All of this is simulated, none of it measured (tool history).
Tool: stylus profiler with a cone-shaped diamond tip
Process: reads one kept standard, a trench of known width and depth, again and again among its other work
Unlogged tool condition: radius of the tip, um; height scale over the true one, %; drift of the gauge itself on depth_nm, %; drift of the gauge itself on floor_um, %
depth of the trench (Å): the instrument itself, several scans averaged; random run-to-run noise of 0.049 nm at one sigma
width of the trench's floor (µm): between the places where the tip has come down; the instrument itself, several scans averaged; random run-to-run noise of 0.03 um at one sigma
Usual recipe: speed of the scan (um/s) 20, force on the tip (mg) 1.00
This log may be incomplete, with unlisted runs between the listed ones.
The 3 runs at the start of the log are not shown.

run,hour,speed of the scan (um/s),force on the tip (mg),scans with this tip,hours of work since the height scale was calibrated,depth of the trench (Å),width of the trench's floor (µm)
4,127.9,20,1.96,9371,679,1006.7,26.66
5,164.0,20,1.96,9516,703,1006.8,26.56
6,211.3,20,1.96,9705,734,1006.9,26.64
7,242.1,20,1.96,9828,755,1006.8,26.63
8,287.8,20,1.96,10011,785,1006.5,26.54
9,342.5,20,1.00,10229,821,1003.6,26.58
# hour 348.4: height scale calibrated on a step standard
10,390.5,20,1.00,10419,28,1001.2,26.47
11,445.3,20,1.00,10638,64,1000.0,26.45
12,500.2,20,1.00,10858,100,1000.2,26.45
13,537.9,20,2.45,11008,125,1005.1,26.51
14,584.3,20,2.45,11194,156,1004.7,26.48
15,617.5,20,0.49,11327,178,997.2,26.33
16,658.4,23,0.49,11490,205,997.3,26.22
# hour 689.8: height scale calibrated on a step standard, once more
17,717.6,77,1.00,11725,18,1006.0,25.82
18,768.6,77,1.00,11928,52,1004.9,25.82
19,795.8,20,2.71,12037,70,1011.5,26.36
20,841.9,31,2.35,12221,100,1009.6,26.24

Run 21, settings as shown, results not yet in. Your forecast:
21,901.7,37,0.66,12460,140,?,?

depth of the trench (Å): 1002.9
width of the trench's floor (µm): 26.00
With no hidden state in the tool, this same run would have given depth of the trench (Å) 1003.9, width of the trench's floor (µm) 27.55.

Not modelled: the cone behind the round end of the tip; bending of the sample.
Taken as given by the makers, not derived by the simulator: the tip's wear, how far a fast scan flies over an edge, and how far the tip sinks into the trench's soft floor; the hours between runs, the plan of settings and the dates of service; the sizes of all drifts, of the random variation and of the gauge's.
